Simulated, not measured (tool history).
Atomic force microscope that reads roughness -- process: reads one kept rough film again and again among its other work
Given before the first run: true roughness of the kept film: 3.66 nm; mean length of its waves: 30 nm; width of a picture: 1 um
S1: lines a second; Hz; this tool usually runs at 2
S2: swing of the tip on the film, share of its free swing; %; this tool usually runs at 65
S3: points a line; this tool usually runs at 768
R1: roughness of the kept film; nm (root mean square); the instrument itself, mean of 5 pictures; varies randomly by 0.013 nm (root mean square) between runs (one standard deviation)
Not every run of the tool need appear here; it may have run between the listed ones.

run 1 day=0 | S1=2 S2=65 S3=768 | R1=2.063
-- day=0.379 new tip fitted
run 2 day=1.371 | S1=2 S2=65 S3=768 | R1=2.45
run 3 day=2.033 | S1=2 S2=73 S3=768 | R1=2.141
-- day=2.862 new tip fitted
run 4 day=3.175 | S1=2 S2=65 S3=768 | R1=2.822
run 5 day=4.029 | S1=2 S2=65 S3=768 | R1=2.42
run 6 day=4.738 | S1=2 S2=65 S3=768 | R1=2.196
-- day=5.379 new tip fitted
run 7 day=5.888 | S1=2 S2=65 S3=768 | R1=2.651
run 8 day=7.271 | S1=2 S2=65 S3=768 | R1=2.116
-- day=7.908 new tip fitted
run 9 day=8.25 | S1=2 S2=65 S3=768 | R1=2.733
run 10 day=9.075 | S1=2 S2=65 S3=416 | R1=2.4
run 11 day=9.858 | S1=2 S2=73 S3=768 | R1=2.053
-- day=10.467 new tip fitted
run 12 day=11.029 | S1=1.51 S2=64 S3=416 | R1=2.726
run 13 day=11.721 | S1=2 S2=65 S3=768 | R1=2.392
-- day=11.858 height scale calibrated on a step standard
run 14 day=12.775 | S1=2 S2=66 S3=296 | R1=2.022
-- day=12.992 new tip fitted
run 15 day=13.988 | S1=3.77 S2=65 S3=768 | R1=2.34
run 16 day=14.892 | S1=0.52 S2=90 S3=357 | R1=2.117
-- day=15.529 new tip fitted
run 17 day=15.95 | S1=2 S2=67 S3=357 | R1=2.724
run 18 day=16.683 | S1=0.51 S2=56 S3=331 | R1=2.537
run 19 day=17.975 | S1=2 S2=58 S3=479 | R1=2.069
-- day=18.096 new tip fitted
run 20 day=19.238 | S1=0.65 S2=55 S3=507 | R1=2.503
run 21 day=20.158 | S1=0.65 S2=55 S3=507 | R1=2.189
-- day=20.379 height scale calibrated on a step standard, once more
-- day=20.662 new tip fitted
run 22 day=20.808 | S1=0.51 S2=65 S3=768 | R1=3.019

Branching from run 22: 5 alternative next runs. What would each branch give?
run A day=21.483 | S1=2 S2=65 S3=436 | R1=?
run B day=21.483 | S1=0.51 S2=73 S3=768 | R1=?
run C day=21.483 | S1=2.29 S2=76 S3=768 | R1=?
run D day=21.483 | S1=0.88 S2=65 S3=768 | R1=?
run E day=21.483 | S1=2 S2=61 S3=768 | R1=?

run=A R1=2.507
run=B R1=2.613
run=C R1=2.364
run=D R1=2.607
run=E R1=2.579
Take away the tool's hidden state, keep each run's random variation, and the runs would have read:
run=A R1=2.948
run=B R1=3.073
run=C R1=2.78
run=D R1=3.066
run=E R1=3.034

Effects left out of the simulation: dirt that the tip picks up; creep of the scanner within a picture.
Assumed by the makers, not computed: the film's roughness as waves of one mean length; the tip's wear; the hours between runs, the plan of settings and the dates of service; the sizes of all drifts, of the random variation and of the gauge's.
